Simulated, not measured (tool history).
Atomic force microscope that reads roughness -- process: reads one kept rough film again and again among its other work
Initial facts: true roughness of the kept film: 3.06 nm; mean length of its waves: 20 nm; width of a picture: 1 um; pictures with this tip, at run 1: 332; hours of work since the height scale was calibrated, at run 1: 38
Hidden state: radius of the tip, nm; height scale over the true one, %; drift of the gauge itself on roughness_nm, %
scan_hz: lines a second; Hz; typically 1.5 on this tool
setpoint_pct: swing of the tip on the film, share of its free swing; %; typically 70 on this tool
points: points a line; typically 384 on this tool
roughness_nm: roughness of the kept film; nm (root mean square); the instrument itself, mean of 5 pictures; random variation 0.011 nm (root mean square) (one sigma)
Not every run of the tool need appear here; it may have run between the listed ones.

run,day,scan_hz,setpoint_pct,points,pictures with this tip,hours of work since the height scale was calibrated,roughness_nm
1,0,1.5,70,384,332,38,2.186
# day 0.321: new tip fitted
2,0.521,1.5,70,384,6,43,2.487
3,1.104,1.5,70,384,25,49,2.473
4,1.796,1.5,70,384,47,57,2.452
5,2.7,1.5,70,384,75,66,2.395
6,3.146,1.5,70,384,90,71,2.393
7,3.638,1.5,70,384,105,76,2.409
8,4.217,1.5,70,384,124,82,2.367
9,5.017,1.5,70,384,149,90,2.341
10,5.692,1.5,70,384,171,97,2.331
11,6.421,0.57,70,384,194,105,2.366
12,7.138,0.57,70,384,217,112,2.362
13,7.792,1.5,70,384,237,119,2.265
14,8.792,1.92,70,384,269,130,2.19
15,9.75,1.92,70,384,300,140,2.192
16,10.154,1.5,70,384,313,144,2.191
17,10.883,1.5,70,385,336,151,2.184
# day 11.054: new tip fitted
18,11.542,1.5,70,385,15,158,2.474
19,12.271,1.5,87,385,38,166,2.312
20,12.696,1.5,87,385,52,170,2.3
21,13.367,1.5,87,385,73,177,2.255
22,13.892,1.5,87,385,90,183,2.232
23,14.325,0.55,87,385,104,187,2.402
24,15.075,1.5,67,384,128,195,2.358
25,16.075,1.5,67,384,159,205,2.347
26,16.954,1.5,69,384,187,215,2.306
27,17.767,3.64,72,288,213,223,2.079
28,18.388,2.22,70,277,233,229,2.201
29,19.204,0.78,70,384,259,238,2.288
30,20.092,2.5,59,384,287,247,2.224
31,20.796,1.21,82,431,310,255,2.148
32,21.696,1.21,82,431,338,264,2.136
# day 21.808: new tip fitted
33,22.542,3.23,58,384,24,273,2.456
34,23.071,1.05,79,582,40,278,2.46
35,23.992,1.19,79,618,70,288,2.405
36,24.804,1.5,82,384,96,296,2.28
37,25.338,1.5,68,384,113,302,2.37
38,26.054,2.56,72,415,135,309,2.256
39,26.867,0.57,84,384,161,318,2.352
40,27.742,0.57,84,384,189,327,2.324
41,28.633,2.21,70,816,217,336,2.263
42,29.608,2.21,70,816,248,346,2.229
43,30.521,0.57,61,590,277,356,2.322
44,31.171,1.81,85,390,298,362,2.05
45,32.029,1.81,85,390,326,371,2.022
# day 32.567: new tip fitted
46,32.65,0.61,56,695,3,378,2.574
47,33.238,0.61,67,286,21,384,2.467
48,33.75,0.61,67,997,38,389,2.536
49,34.321,0.61,67,997,56,395,2.515
50,34.746,2.99,70,630,69,400,2.296
51,35.733,0.98,70,384,101,410,2.398
52,36.417,0.72,70,439,123,417,2.422

Hidden state at the last listed run before each entry between runs and at the first one after, where it differs:
In the gap between runs 1 and 2: new tip fitted (day 0.321)
  radius of the tip, nm: 10.7 -> 5.1; height scale over the true one, %: 0.01 -> 0
  difference, measured minus the result without the unlogged condition, roughness_nm: -0.324 -> -0.007 nm (root mean square)
In the gap between runs 17 and 18: new tip fitted (day 11.054)
  radius of the tip, nm: 10.3 -> 5.3; height scale over the true one, %: -0.22 -> -0.23
  difference, measured minus the result without the unlogged condition, roughness_nm: -0.31 -> -0.024 nm (root mean square)
In the gap between runs 32 and 33: new tip fitted (day 21.808)
  radius of the tip, nm: 10.3 -> 5.4; height scale over the true one, %: -0.45 -> -0.46
  difference, measured minus the result without the unlogged condition, roughness_nm: -0.308 -> -0.038 nm (root mean square)
In the gap between runs 45 and 46: new tip fitted (day 32.567)
  radius of the tip, nm: 10.1 -> 5.3; height scale over the true one, %: -0.67 -> -0.68
  difference, measured minus the result without the unlogged condition, roughness_nm: -0.286 -> -0.037 nm (root mean square)

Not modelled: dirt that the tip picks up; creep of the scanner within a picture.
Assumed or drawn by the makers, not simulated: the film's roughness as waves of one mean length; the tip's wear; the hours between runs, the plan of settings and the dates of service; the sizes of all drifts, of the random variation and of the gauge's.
